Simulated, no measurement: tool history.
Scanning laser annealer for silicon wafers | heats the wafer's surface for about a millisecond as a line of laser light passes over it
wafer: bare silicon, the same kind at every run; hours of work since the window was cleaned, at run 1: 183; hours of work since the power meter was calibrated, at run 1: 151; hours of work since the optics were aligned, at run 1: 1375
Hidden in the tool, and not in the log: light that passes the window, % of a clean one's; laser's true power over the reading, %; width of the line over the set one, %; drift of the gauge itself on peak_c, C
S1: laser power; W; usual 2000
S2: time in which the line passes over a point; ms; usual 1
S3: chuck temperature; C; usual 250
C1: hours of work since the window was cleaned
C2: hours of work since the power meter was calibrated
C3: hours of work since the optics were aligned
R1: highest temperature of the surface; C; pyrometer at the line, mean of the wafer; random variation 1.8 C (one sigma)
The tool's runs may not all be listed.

| run | hour | S1 | S2 | S3 | C1 | C2 | C3 | R1 |
|---|---|---|---|---|---|---|---|---|
| 1 | 0 | 2000 | 1 | 250 | 183 | 151 | 1375 | 993 |
| 2 | 11.5 | 2000 | 1.14 | 250 | 188 | 156 | 1380 | 1041 |
| 3 | 28.6 | 1937 | 1 | 250 | 195 | 163 | 1387 | 970 |
| 4 | 36.6 | 1937 | 1 | 250 | 198 | 167 | 1390 | 969 |
| 5 | 47.9 | 1937 | 1 | 250 | 203 | 171 | 1395 | 970 |
|  | 62.3 | optics aligned, line set to its width |
| 6 | 71.6 | 1937 | 1 | 211 | 211 | 179 | 4 | 942 |
| 7 | 79.9 | 1937 | 1 | 211 | 214 | 183 | 7 | 947 |
| 8 | 90.8 | 1937 | 1 | 211 | 219 | 187 | 12 | 947 |
| 9 | 100.4 | 1937 | 1 | 211 | 223 | 191 | 16 | 946 |
| 10 | 117.4 | 1937 | 1 | 211 | 230 | 198 | 23 | 944 |
| 11 | 125.1 | 2135 | 1 | 250 | 233 | 202 | 26 | 1057 |
| 12 | 137.5 | 2000 | 1 | 248 | 239 | 207 | 32 | 1002 |
| 13 | 148.9 | 2000 | 1 | 248 | 243 | 212 | 36 | 1004 |
| 14 | 162.1 | 2000 | 1 | 248 | 249 | 217 | 42 | 999 |
| 15 | 175.4 | 2000 | 1 | 248 | 254 | 223 | 47 | 1003 |
| 16 | 190.7 | 2000 | 1 | 248 | 261 | 229 | 54 | 1003 |
| 17 | 208.8 | 2000 | 1 | 248 | 268 | 237 | 61 | 999 |
| 18 | 219.2 | 2000 | 1 | 248 | 273 | 241 | 66 | 1003 |
| 19 | 237.1 | 2000 | 1 | 250 | 280 | 248 | 73 | 1004 |
| 20 | 253.2 | 2000 | 1 | 250 | 287 | 255 | 80 | 1001 |
| 21 | 263.9 | 2000 | 1 | 263 | 292 | 260 | 84 | 1016 |
| 22 | 278 | 2170 | 0.91 | 282 | 297 | 266 | 90 | 1062 |
| 23 | 291.5 | 2000 | 0.78 | 243 | 303 | 271 | 96 | 906 |
| 24 | 303 | 2162 | 0.8 | 234 | 308 | 276 | 101 | 966 |
| 25 | 316.8 | 2117 | 0.85 | 275 | 314 | 282 | 107 | 1007 |
| 26 | 328.2 | 1882 | 0.77 | 213 | 319 | 287 | 111 | 831 |
| 27 | 340.1 | 1882 | 1.04 | 227 | 324 | 292 | 116 | 947 |
| 28 | 357.9 | 2138 | 1 | 289 | 331 | 299 | 124 | 1090 |
|  | 369 | window over the wafer cleaned |
| 29 | 374.6 | 2042 | 1.08 | 259 | 2 | 305 | 130 | 1070 |
| 30 | 387.1 | 2138 | 0.84 | 278 | 8 | 311 | 135 | 1031 |
| 31 | 406.1 | 2000 | 0.95 | 270 | 16 | 318 | 143 | 1017 |
| 32 | 422.8 | 2000 | 0.95 | 270 | 23 | 326 | 150 | 1016 |
| 33 | 433.6 | 1884 | 0.95 | 270 | 27 | 330 | 155 | 975 |
| 34 | 452.5 | 1884 | 1.14 | 222 | 35 | 338 | 163 | 988 |
| 35 | 464.4 | 1918 | 1.02 | 250 | 40 | 343 | 168 | 987 |
| 36 | 483.2 | 2000 | 1.19 | 249 | 48 | 351 | 176 | 1084 |
| 37 | 492.3 | 2000 | 1.19 | 249 | 52 | 355 | 179 | 1083 |
| 38 | 505.1 | 2000 | 0.75 | 260 | 57 | 360 | 185 | 922 |
| 39 | 521.6 | 2000 | 0.75 | 260 | 64 | 367 | 192 | 919 |
| 40 | 537.2 | 2025 | 1 | 223 | 71 | 373 | 198 | 992 |
| 41 | 546.8 | 1721 | 1.03 | 284 | 75 | 377 | 202 | 951 |
| 42 | 565 | 1870 | 1 | 254 | 82 | 385 | 210 | 967 |

3 ways to go on from here, each from the tool as it stands after run 42. What would each give?
| A | 578.6 | 2111 | 1 | 286 | 88 | 391 | 216 | ? |
| B | 578.6 | 2008 | 0.87 | 250 | 88 | 391 | 216 | ? |
| C | 578.6 | 1870 | 1 | 281 | 88 | 391 | 216 | ? |

| run | R1 |
|---|---|
| A | 1088 |
| B | 964 |
| C | 991 |
Without the tool's hidden state the same runs would have given:
| run | R1 |
|---|---|
| A | 1096 |
| B | 971 |
| C | 999 |

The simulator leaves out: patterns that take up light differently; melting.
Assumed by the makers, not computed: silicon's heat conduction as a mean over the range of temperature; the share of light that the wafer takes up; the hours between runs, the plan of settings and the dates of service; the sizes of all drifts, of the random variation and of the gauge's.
